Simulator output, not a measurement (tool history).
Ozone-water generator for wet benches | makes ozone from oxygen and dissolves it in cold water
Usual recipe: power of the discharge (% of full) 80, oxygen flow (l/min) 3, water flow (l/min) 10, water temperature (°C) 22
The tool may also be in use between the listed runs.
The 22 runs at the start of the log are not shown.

run     day  power of the discharge (% of full)  oxygen flow (l/min)  water flow (l/min)  water temperature (°C)  hours of work since the electrodes were changed  hours of work since the contactor was cleaned  hours of work since the thermometer was calibrated  dissolved ozone (ppm)  ozone in the gas ahead of the water (g/m3)
 23  34.412                                  48                 2.27                   8                      18                                             1748                                           4133                                                 471                   18.4                                         149
 24  35.975                                  57                 3.64                   8                      18                                             1776                                           4162                                                 500                   20.4                                       130.2
     36.342  -- gauge calibrated
 25  37.304                                  57                 3.64                   8                      18                                             1801                                           4186                                                 524                   20.4                                       134.4
 26  38.354                                  80                 1.62                  10                      22                                             1820                                           4205                                                 543                   24.5                                       307.3
 27  39.396                                  80                 1.62                  10                      22                                             1839                                           4224                                                 562                   24.2                                         308
 28  40.879                                  80                 1.62                  10                      22                                             1866                                           4251                                                 590                   24.4                                       309.2
 29  42.458                                  80                 1.62                  10                      22                                             1895                                           4280                                                 618                   24.5                                       306.6
 30  44.079                                  89                 4.46                   6                      21                                             1924                                           4310                                                 648                   32.2                                       178.1
 31  44.996                                  50                 3.32                  10                      22                                             1941                                           4327                                                 665                   14.8                                       124.5
 32  46.933                                  50                 1.76                  16                      22                                             1976                                           4362                                                 700                   10.1                                       186.4

4 ways to go on from here, each from the tool as it stands after run 32. What would each give?
  A  48.171                                  80                    3                  10                      22                                             1999                                           4385                                                 723                      ?                                           ?
  B  48.171                                  50                 3.75                  15                      16                                             1999                                           4385                                                 723                      ?                                           ?
  C  48.171                                  79                 1.53                  16                      22                                             1999                                           4385                                                 723                      ?                                           ?
  D  48.171                                  80                 2.67                  11                      18                                             1999                                           4385                                                 723                      ?                                           ?

run  dissolved ozone (ppm)  ozone in the gas ahead of the water (g/m3)
  A                   23.6                                       206.6
  B                   11.8                                       113.8
  C                   15.3                                       311.6
  D                   23.5                                       220.6
The same runs, with their run-to-run variation unchanged, on a tool lacking any hidden condition would have given:
run  dissolved ozone (ppm)  ozone in the gas ahead of the water (g/m3)
  A                   23.6                                       208.9
  B                   11.8                                         115
  C                   15.3                                       314.9
  D                   23.5                                         223
